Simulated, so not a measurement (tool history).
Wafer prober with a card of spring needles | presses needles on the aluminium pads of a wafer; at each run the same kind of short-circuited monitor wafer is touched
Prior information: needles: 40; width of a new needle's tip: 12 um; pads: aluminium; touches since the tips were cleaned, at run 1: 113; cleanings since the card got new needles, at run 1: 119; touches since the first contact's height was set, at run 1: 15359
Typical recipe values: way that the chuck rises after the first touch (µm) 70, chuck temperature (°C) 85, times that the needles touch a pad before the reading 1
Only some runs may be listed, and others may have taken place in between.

| run | hour | way that the chuck rises after the first touch (µm) | chuck temperature (°C) | times that the needles touch a pad before the reading | touches since the tips were cleaned | cleanings since the card got new needles | touches since the first contact's height was set | resistance of one needle with its contact and lead (mohm) | way that a needle slides on the pad (µm) |
|---|---|---|---|---|---|---|---|---|---|
| 1 | 0.0 | 70 | 85 | 1 | 113 | 119 | 15359 | 168 | 16.95 |
|  | 9.5 | tips cleaned on abrasive film |
|  | 21.4 | tips cleaned on abrasive film |
|  | 33.2 | tips cleaned on abrasive film |
|  | 45.1 | tips cleaned on abrasive film |
|  | 56.9 | tips cleaned on abrasive film |
| 2 | 57.8 | 70 | 85 | 1 | 251 | 124 | 32243 | 171 | 16.95 |
|  | 67.3 | tips cleaned on abrasive film |
|  | 79.2 | tips cleaned on abrasive film |
|  | 91.0 | tips cleaned on abrasive film |
|  | 102.9 | tips cleaned on abrasive film |
|  | 114.8 | tips cleaned on abrasive film |
| 3 | 120.6 | 70 | 85 | 1 | 1728 | 129 | 50604 | 170 | 16.93 |
|  | 125.4 | tips cleaned on abrasive film |
|  | 137.3 | tips cleaned on abrasive film |
|  | 146.8 | tips cleaned on abrasive film |
|  | 158.6 | tips cleaned on abrasive film |
| 4 | 166.1 | 62 | 85 | 1 | 2190 | 133 | 63882 | 172 | 14.99 |
|  | 168.5 | tips cleaned on abrasive film |
|  | 180.4 | tips cleaned on abrasive film |
|  | 189.9 | tips cleaned on abrasive film |
|  | 201.7 | tips cleaned on abrasive film |
| 5 | 207.0 | 81 | 85 | 1 | 1536 | 137 | 75810 | 171 | 19.58 |
|  | 211.8 | tips cleaned on abrasive film |
|  | 223.6 | tips cleaned on abrasive film |
|  | 235.5 | tips cleaned on abrasive film |
|  | 247.3 | tips cleaned on abrasive film |
| 6 | 248.8 | 70 | 85 | 1 | 434 | 141 | 88023 | 169 | 16.91 |
|  | 258.3 | tips cleaned on abrasive film |
|  | 270.2 | tips cleaned on abrasive film |
|  | 275.2 | height of the first contact set anew |
|  | 282.3 | tips cleaned on abrasive film |
|  | 292.7 | tips cleaned on abrasive film |
| 7 | 292.7 | 70 | 85 | 1 | 0 | 145 | 5118 | 172 | 16.87 |
|  | 304.6 | tips cleaned on abrasive film |
|  | 316.5 | tips cleaned on abrasive film |
|  | 328.3 | tips cleaned on abrasive film |
|  | 337.8 | tips cleaned on abrasive film |
|  | 348.4 | tips cleaned on abrasive film |
| 8 | 348.4 | 70 | 85 | 1 | 0 | 150 | 21375 | 170 | 16.88 |
|  | 357.9 | tips cleaned on abrasive film |
|  | 369.8 | tips cleaned on abrasive film |
|  | 379.3 | tips cleaned on abrasive film |
|  | 391.2 | tips cleaned on abrasive film |
|  | 403.0 | tips cleaned on abrasive film |
|  | 414.5 | tips cleaned on abrasive film |
| 9 | 414.5 | 70 | 85 | 1 | 0 | 156 | 40672 | 170 | 16.89 |
|  | 426.4 | tips cleaned on abrasive film |
|  | 438.2 | tips cleaned on abrasive film |
|  | 450.1 | tips cleaned on abrasive film |
|  | 461.7 | tips cleaned on abrasive film |
| 10 | 461.7 | 70 | 85 | 1 | 0 | 160 | 54472 | 169 | 16.87 |
|  | 473.6 | tips cleaned on abrasive film |
|  | 485.5 | tips cleaned on abrasive film |
|  | 497.3 | tips cleaned on abrasive film |
|  | 506.8 | tips cleaned on abrasive film |
|  | 518.7 | tips cleaned on abrasive film |
| 11 | 521.5 | 70 | 85 | 1 | 838 | 165 | 71943 | 170 | 16.88 |
|  | 528.7 | tips cleaned on abrasive film |
|  | 540.6 | tips cleaned on abrasive film |
|  | 552.4 | tips cleaned on abrasive film |
|  | 564.3 | tips cleaned on abrasive film |
|  | 576.1 | tips cleaned on abrasive film |
|  | 585.6 | tips cleaned on abrasive film |
| 12 | 587.1 | 70 | 85 | 1 | 419 | 171 | 91074 | 168 | 16.85 |
|  | 596.6 | tips cleaned on abrasive film |
|  | 603.9 | height of the first contact set anew |
|  | 606.4 | tips cleaned on abrasive film |
|  | 618.2 | tips cleaned on abrasive film |
|  | 630.1 | tips cleaned on abrasive film |
|  | 639.6 | tips cleaned on abrasive film |
| 13 | 644.4 | 70 | 68 | 2 | 1407 | 176 | 11803 | 164 | 16.83 |
|  | 649.1 | tips cleaned on abrasive film |
|  | 658.7 | tips cleaned on abrasive film |
|  | 670.5 | tips cleaned on abrasive film |
|  | 682.4 | tips cleaned on abrasive film |
| 14 | 689.7 | 89 | 25 | 1 | 2144 | 180 | 25024 | 155 | 21.38 |
|  | 692.1 | tips cleaned on abrasive film |
|  | 704.0 | tips cleaned on abrasive film |
|  | 715.8 | tips cleaned on abrasive film |
|  | 727.7 | tips cleaned on abrasive film |
|  | 739.6 | tips cleaned on abrasive film |
|  | 751.4 | tips cleaned on abrasive film |
| 15 | 752.3 | 87 | 85 | 2 | 249 | 186 | 43295 | 165 | 20.88 |
|  | 761.8 | tips cleaned on abrasive film |
|  | 771.3 | tips cleaned on abrasive film |
|  | 783.1 | tips cleaned on abrasive film |
|  | 795.0 | tips cleaned on abrasive film |
| 16 | 801.4 | 70 | 85 | 2 | 1888 | 190 | 57659 | 172 | 16.78 |
|  | 806.2 | tips cleaned on abrasive film |
|  | 818.1 | tips cleaned on abrasive film |
|  | 829.9 | tips cleaned on abrasive film |
|  | 841.8 | tips cleaned on abrasive film |
|  | 853.7 | tips cleaned on abrasive film |
|  | 865.5 | tips cleaned on abrasive film |
| 17 | 870.4 | 70 | 103 | 3 | 1434 | 196 | 77805 | 168 | 16.79 |
|  | 875.1 | tips cleaned on abrasive film |
|  | 887.0 | tips cleaned on abrasive film |
|  | 898.9 | tips cleaned on abrasive film |
|  | 910.7 | tips cleaned on abrasive film |
|  | 920.2 | tips cleaned on abrasive film |
|  | 932.1 | tips cleaned on abrasive film |
|  | 932.4 | height of the first contact set anew |
| 18 | 936.6 | 56 | 50 | 2 | 1238 | 202 | 1238 | 167 | 13.42 |
|  | 943.7 | tips cleaned on abrasive film |
|  | 955.5 | gauge calibrated |
|  | 955.6 | tips cleaned on abrasive film |
|  | 967.2 | tips cleaned on abrasive film |
| 19 | 967.2 | 62 | 50 | 2 | 0 | 205 | 10157 | 162 | 15.02 |
|  | 976.7 | tips cleaned on abrasive film |
|  | 988.5 | tips cleaned on abrasive film |
|  | 1000.4 | tips cleaned on abrasive film |
| 20 | 1002.5 | 55 | 56 | 2 | 623 | 208 | 20483 | 168 | 13.32 |
|  | 1012.0 | tips cleaned on abrasive film |
|  | 1021.5 | tips cleaned on abrasive film |
|  | 1033.4 | tips cleaned on abrasive film |
|  | 1044.3 | tips cleaned on abrasive film |
| 21 | 1044.3 | 88 | 37 | 1 | 0 | 212 | 32672 | 156 | 21.27 |
|  | 1056.1 | tips cleaned on abrasive film |
|  | 1068.0 | tips cleaned on abrasive film |
|  | 1077.5 | tips cleaned on abrasive film |
|  | 1089.4 | tips cleaned on abrasive film |
| 22 | 1091.1 | 88 | 37 | 1 | 523 | 216 | 46362 | 159 | 21.30 |
|  | 1100.6 | tips cleaned on abrasive film |
|  | 1110.2 | tips cleaned on abrasive film |
|  | 1122.0 | tips cleaned on abrasive film |
| 23 | 1131.2 | 59 | 117 | 2 | 2711 | 219 | 58082 | 174 | 14.24 |

Alternative continuations, all from the tool just after run 23; predict every row:
|  | 1133.7 | tips cleaned on abrasive film |
|  | 1145.5 | tips cleaned on abrasive film |
|  | 1157.4 | tips cleaned on abrasive film |
|  | 1169.2 | tips cleaned on abrasive film |
|  | 1178.8 | tips cleaned on abrasive film |
|  | 1190.6 | tips cleaned on abrasive film |
| A | 1195.0 | 59 | 117 | 2 | 1296 | 225 | 76703 | ? | ? |
|  | 1133.7 | tips cleaned on abrasive film |
|  | 1145.5 | tips cleaned on abrasive film |
|  | 1157.4 | tips cleaned on abrasive film |
|  | 1169.2 | tips cleaned on abrasive film |
|  | 1178.8 | tips cleaned on abrasive film |
|  | 1190.6 | tips cleaned on abrasive film |
| B | 1195.0 | 85 | 85 | 1 | 1296 | 225 | 76703 | ? | ? |
|  | 1133.7 | tips cleaned on abrasive film |
|  | 1145.5 | tips cleaned on abrasive film |
|  | 1157.4 | tips cleaned on abrasive film |
|  | 1169.2 | tips cleaned on abrasive film |
|  | 1178.8 | tips cleaned on abrasive film |
|  | 1190.6 | tips cleaned on abrasive film |
| C | 1195.0 | 53 | 36 | 2 | 1296 | 225 | 76703 | ? | ? |
|  | 1133.7 | tips cleaned on abrasive film |
|  | 1145.5 | tips cleaned on abrasive film |
|  | 1157.4 | tips cleaned on abrasive film |
|  | 1169.2 | tips cleaned on abrasive film |
|  | 1178.8 | tips cleaned on abrasive film |
|  | 1190.6 | tips cleaned on abrasive film |
| D | 1195.0 | 75 | 68 | 3 | 1296 | 225 | 76703 | ? | ? |

| run | resistance of one needle with its contact and lead (mohm) | way that a needle slides on the pad (µm) |
|---|---|---|
| A | 178 | 14.26 |
| B | 167 | 20.50 |
| C | 164 | 12.81 |
| D | 165 | 18.11 |
Had the tool no hidden state, the same runs would have come out as:
| run | resistance of one needle with its contact and lead (mohm) | way that a needle slides on the pad (µm) |
|---|---|---|
| A | 177 | 14.30 |
| B | 167 | 20.56 |
| C | 164 | 12.85 |
| D | 165 | 18.17 |
